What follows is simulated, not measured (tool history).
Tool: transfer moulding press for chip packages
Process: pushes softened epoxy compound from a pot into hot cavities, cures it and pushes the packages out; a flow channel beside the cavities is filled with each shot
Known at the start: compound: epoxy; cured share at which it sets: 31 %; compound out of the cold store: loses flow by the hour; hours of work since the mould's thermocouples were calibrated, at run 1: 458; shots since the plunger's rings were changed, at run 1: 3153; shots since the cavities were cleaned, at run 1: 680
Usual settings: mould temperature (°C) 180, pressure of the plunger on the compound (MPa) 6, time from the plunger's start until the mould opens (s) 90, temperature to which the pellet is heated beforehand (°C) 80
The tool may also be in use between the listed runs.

| run | hour | mould temperature (°C) | pressure of the plunger on the compound (MPa) | time from the plunger's start until the mould opens (s) | temperature to which the pellet is heated beforehand (°C) | hours of work since the mould's thermocouples were calibrated | shots since the plunger's rings were changed | shots since the cavities were cleaned | incoming compound's hours out of the cold store | length that the compound runs in the flow channel (mm) | greatest force on the pins that push the packages out (N) |
|---|---|---|---|---|---|---|---|---|---|---|---|
| 1 | 0 | 180 | 6 | 90 | 80 | 458 | 3153 | 680 | 21.5 | 809 | 278 |
|  | 14.9 | cavities cleaned with cleaning compound and waxed |
| 2 | 55.9 | 180 | 6 | 90 | 80 | 480 | 3595 | 333 | 47 | 725 | 251 |
| 3 | 96.6 | 186 | 6 | 90 | 80 | 497 | 3927 | 665 | 16 | 805 | 260 |
|  | 114.7 | cavities cleaned with cleaning compound and waxed |
| 4 | 136.2 | 186 | 6 | 90 | 80 | 513 | 4237 | 175 | 41.1 | 714 | 214 |
|  | 158.7 | plunger's sealing rings changed |
| 5 | 196 | 180 | 6 | 90 | 80 | 536 | 304 | 641 | 17.5 | 839 | 282 |
|  | 214.6 | cavities cleaned with cleaning compound and waxed |
| 6 | 235.6 | 180 | 6 | 90 | 86 | 551 | 614 | 171 | 16.7 | 854 | 237 |
| 7 | 284.8 | 180 | 6 | 90 | 80 | 571 | 1015 | 572 | 40.9 | 775 | 260 |
|  | 310 | cavities cleaned with cleaning compound and waxed |
| 8 | 343.2 | 180 | 6 | 90 | 80 | 595 | 1478 | 270 | 15.2 | 846 | 244 |
| 9 | 377 | 180 | 6 | 90 | 80 | 608 | 1753 | 545 | 35.2 | 772 | 256 |
|  | 407.3 | cavities cleaned with cleaning compound and waxed |
| 10 | 426.9 | 176 | 4.76 | 111 | 80 | 628 | 2146 | 159 | 18.2 | 745 | 218 |
|  | 435 | mould's thermocouples calibrated |
| 11 | 470.4 | 178 | 4.76 | 111 | 74 | 14 | 2484 | 497 | 18 | 735 | 230 |
|  | 506.9 | cavities cleaned with cleaning compound and waxed |
| 12 | 532.6 | 183 | 4.76 | 103 | 84 | 39 | 2978 | 209 | 10.9 | 737 | 208 |
|  | 602.4 | cavities cleaned with cleaning compound and waxed |
| 13 | 606 | 180 | 5.01 | 90 | 83 | 68 | 3563 | 29 | 11 | 765 | 199 |
|  | 667.4 | mould's thermocouples calibrated, once more |
| 14 | 669.1 | 174 | 5.21 | 90 | 83 | 1 | 4060 | 526 | 39.7 | 715 | 372 |
|  | 705.1 | cavities cleaned with cleaning compound and waxed |
| 15 | 709 | 180 | 6.11 | 90 | 80 | 16 | 4373 | 32 | 27.4 | 787 | 222 |
|  | 718.9 | plunger's sealing rings changed |
| 16 | 757.6 | 182 | 5.35 | 90 | 80 | 35 | 316 | 408 | 41.6 | 720 | 242 |
|  | 805.1 | cavities cleaned with cleaning compound and waxed |
| 17 | 805.2 | 180 | 6 | 90 | 84 | 54 | 691 | 1 | 23.3 | 827 | 202 |
| 18 | 838.2 | 177 | 6.98 | 90 | 85 | 67 | 959 | 269 | 9.2 | 942 | 294 |

3 ways to go on from here, each from the tool as it stands after run 18. What would each give?
| A | 877.8 | 182 | 5.09 | 96 | 80 | 83 | 1281 | 591 | 45.5 | ? | ? |
| B | 877.8 | 177 | 6.2 | 89 | 86 | 83 | 1281 | 591 | 42.1 | ? | ? |
| C | 877.8 | 176 | 6.98 | 90 | 70 | 83 | 1281 | 591 | 15.1 | ? | ? |

| run | length that the compound runs in the flow channel (mm) | greatest force on the pins that push the packages out (N) |
|---|---|---|
| A | 689 | 251 |
| B | 788 | 309 |
| C | 922 | 347 |
Without the tool's hidden state the same runs would have given:
| run | length that the compound runs in the flow channel (mm) | greatest force on the pins that push the packages out (N) |
|---|---|---|
| A | 697 | 186 |
| B | 797 | 232 |
| C | 934 | 261 |

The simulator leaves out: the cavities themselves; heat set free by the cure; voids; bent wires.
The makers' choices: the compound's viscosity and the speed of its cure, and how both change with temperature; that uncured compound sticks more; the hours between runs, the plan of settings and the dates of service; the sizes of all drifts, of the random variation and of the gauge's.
